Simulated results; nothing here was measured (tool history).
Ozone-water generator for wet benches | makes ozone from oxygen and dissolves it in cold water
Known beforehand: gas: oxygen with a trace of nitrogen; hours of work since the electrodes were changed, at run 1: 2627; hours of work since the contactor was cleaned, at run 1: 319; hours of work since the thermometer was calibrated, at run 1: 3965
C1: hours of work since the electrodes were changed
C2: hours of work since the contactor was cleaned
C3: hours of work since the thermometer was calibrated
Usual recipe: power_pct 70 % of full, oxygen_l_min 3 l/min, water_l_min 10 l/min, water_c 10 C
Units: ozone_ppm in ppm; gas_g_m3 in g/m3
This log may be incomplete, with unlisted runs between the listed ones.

Run 1, hour 0: usual settings; C1 2627; C2 319; C3 3965. Result: ozone_ppm 37.8 ppm, gas_g_m3 254.4 g/m3.
Run 2, hour 59.6: usual settings but power_pct 65 % of full; C1 2669; C2 361; C3 4008. Result: ozone_ppm 35.3 ppm, gas_g_m3 241.2 g/m3.
At hour 112.7: water thermometer calibrated.
Run 3, hour 185.2: usual settings but water_l_min 16 l/min; C1 2758; C2 450; C3 52. Result: ozone_ppm 26 ppm, gas_g_m3 255.2 g/m3.
Run 4, hour 300.6: usual settings but water_l_min 16 l/min; C1 2841; C2 533; C3 134. Result: ozone_ppm 26.4 ppm, gas_g_m3 254.2 g/m3.
Run 5, hour 382.2: usual settings but water_l_min 15 l/min; C1 2899; C2 591; C3 192. Result: ozone_ppm 27.7 ppm, gas_g_m3 254.2 g/m3.
Run 6, hour 496.6: usual settings but water_c 7 C; C1 2981; C2 673; C3 274. Result: ozone_ppm 39.2 ppm, gas_g_m3 254.6 g/m3.
Run 7, hour 572.8: usual settings but oxygen_l_min 2.51 l/min, water_c 7 C; C1 3035; C2 727; C3 328. Result: ozone_ppm 37.3 ppm, gas_g_m3 271.9 g/m3.
Run 8, hour 628.5: usual settings but oxygen_l_min 2.51 l/min, water_c 7 C; C1 3075; C2 767; C3 368. Result: ozone_ppm 37.5 ppm, gas_g_m3 270.7 g/m3.
Run 9, hour 738.4: usual settings but oxygen_l_min 2.51 l/min, water_c 7 C; C1 3153; C2 845; C3 446. Result: ozone_ppm 37 ppm, gas_g_m3 269 g/m3.
Run 10, hour 811.6: usual settings but water_c 11 C; C1 3205; C2 897; C3 499. Result: ozone_ppm 37.3 ppm, gas_g_m3 253.2 g/m3.
Run 11, hour 899.5: usual settings but water_c 11 C; C1 3268; C2 960; C3 561. Result: ozone_ppm 36.8 ppm, gas_g_m3 255.6 g/m3.
Run 12, hour 1013.6: usual settings; C1 3349; C2 1041; C3 643. Result: ozone_ppm 37.6 ppm, gas_g_m3 253.1 g/m3.
Run 13, hour 1123.5: usual settings; C1 3428; C2 1120; C3 721. Result: ozone_ppm 37.8 ppm, gas_g_m3 254 g/m3.
Run 14, hour 1219.4: usual settings; C1 3496; C2 1188; C3 790. Result: ozone_ppm 37.3 ppm, gas_g_m3 255.2 g/m3.
Run 15, hour 1327.8: usual settings but water_c 7 C; C1 3574; C2 1266; C3 867. Result: ozone_ppm 39.5 ppm, gas_g_m3 251.3 g/m3.
Run 16, hour 1407: usual settings; C1 3630; C2 1322; C3 924. Result: ozone_ppm 37.6 ppm, gas_g_m3 251.6 g/m3.
Run 17, hour 1486.9: usual settings; C1 3687; C2 1379; C3 981. Result: ozone_ppm 37.6 ppm, gas_g_m3 253.9 g/m3.
Run 18, hour 1564.1: usual settings but water_l_min 9 l/min; C1 3742; C2 1434; C3 1036. Result: ozone_ppm 40.9 ppm, gas_g_m3 252.3 g/m3.
Run 19, hour 1670.2: usual settings but oxygen_l_min 4.99 l/min; C1 3818; C2 1510; C3 1111. Result: ozone_ppm 41.9 ppm, gas_g_m3 212 g/m3.
Run 20, hour 1792: usual settings but power_pct 56 % of full, oxygen_l_min 3.28 l/min, water_l_min 11 l/min, water_c 8 C; C1 3905; C2 1597; C3 1198. Result: ozone_ppm 30.7 ppm, gas_g_m3 200.9 g/m3.
Run 21, hour 1915: usual settings but oxygen_l_min 4.58 l/min, water_c 9 C; C1 3993; C2 1685; C3 1286. Result: ozone_ppm 41.6 ppm, gas_g_m3 217.7 g/m3.
Run 22, hour 2011.5: usual settings but power_pct 66 % of full, oxygen_l_min 4.3 l/min, water_c 15 C; C1 4062; C2 1754; C3 1355. Result: ozone_ppm 34.8 ppm, gas_g_m3 212.8 g/m3.
Run 23, hour 2111.4: usual settings but oxygen_l_min 3.09 l/min, water_l_min 12 l/min; C1 4133; C2 1825; C3 1426. Result: ozone_ppm 33.3 ppm, gas_g_m3 248.1 g/m3.
Run 24, hour 2172: usual settings but oxygen_l_min 3.09 l/min, water_l_min 12 l/min; C1 4176; C2 1868; C3 1469. Result: ozone_ppm 33.1 ppm, gas_g_m3 248.6 g/m3.
Run 25, hour 2284.6: usual settings but power_pct 100 % of full, oxygen_l_min 3.6 l/min, water_c 6 C; C1 4256; C2 1948; C3 1550. Result: ozone_ppm 56.7 ppm, gas_g_m3 321.7 g/m3.
Run 26, hour 2390: usual settings but power_pct 100 % of full, oxygen_l_min 3.6 l/min, water_c 6 C; C1 4332; C2 2024; C3 1625. Result: ozone_ppm 57.4 ppm, gas_g_m3 321.3 g/m3.
Run 27, hour 2460.1: usual settings but power_pct 100 % of full, oxygen_l_min 2.06 l/min, water_l_min 13 l/min, water_c 6 C; C1 4382; C2 2074; C3 1675. Result: ozone_ppm 38.3 ppm, gas_g_m3 383.6 g/m3.
Run 28, hour 2551.7: usual settings but power_pct 52 % of full; C1 4447; C2 2139; C3 1740. Result: ozone_ppm 29 ppm, gas_g_m3 193.5 g/m3.
Run 29, hour 2618.7: usual settings but power_pct 52 % of full, water_l_min 9 l/min; C1 4495; C2 2187; C3 1788. Result: ozone_ppm 30.9 ppm, gas_g_m3 192.3 g/m3.
Run 30, hour 2725.3: usual settings but oxygen_l_min 4.72 l/min; C1 4571; C2 2263; C3 1864. Result: ozone_ppm 40.6 ppm, gas_g_m3 213.3 g/m3.
Run 31, hour 2839.3: usual settings but oxygen_l_min 2.98 l/min, water_l_min 11 l/min, water_c 12 C; C1 4652; C2 2344; C3 1945. Result: ozone_ppm 33.9 ppm, gas_g_m3 250.6 g/m3.
Run 32, hour 2926.7: usual settings but oxygen_l_min 2.98 l/min, water_l_min 11 l/min, water_c 12 C; C1 4715; C2 2407; C3 2008. Result: ozone_ppm 33.9 ppm, gas_g_m3 246.7 g/m3.
Run 33, hour 3000.6: usual settings but water_l_min 13 l/min, water_c 18 C; C1 4767; C2 2459; C3 2061. Result: ozone_ppm 28.3 ppm, gas_g_m3 248.9 g/m3.

For each run, the measured value with the value that run would have given without the tool's hidden condition subtracted. The run-to-run variation is shared by both, the gauge scatter possibly not:
Hidden conditions of the tool in this case: yield of the discharge, % of new electrodes'; contactor's efficiency, % of a clean one's; true water temperature over the reading, C; drift of the gauge itself on ozone_ppm, %; drift of the gauge itself on gas_g_m3, %.
run  gas_g_m3
  1      -0.1
  2      -0.2
  3      -0.5
  4      -0.7
  5      -0.9
  6      -1.2
  7      -1.4
  8      -1.6
  9      -1.8
 10      -1.8
 11      -2.1
 12      -2.3
 13      -2.5
 14      -2.7
 15        -3
 16      -3.1
 17      -3.3
 18      -3.5
 19      -3.1
 20      -3.1
 21      -3.7
 22      -3.7
 23      -4.6
 24      -4.7
 25      -6.5
 26      -6.8
 27      -8.4
 28      -4.3
 29      -4.4
 30      -5.1
 31      -6.2
 32      -6.3
 33      -6.5
ozone_ppm: at most 0.1 ppm away from the measurement, every run.
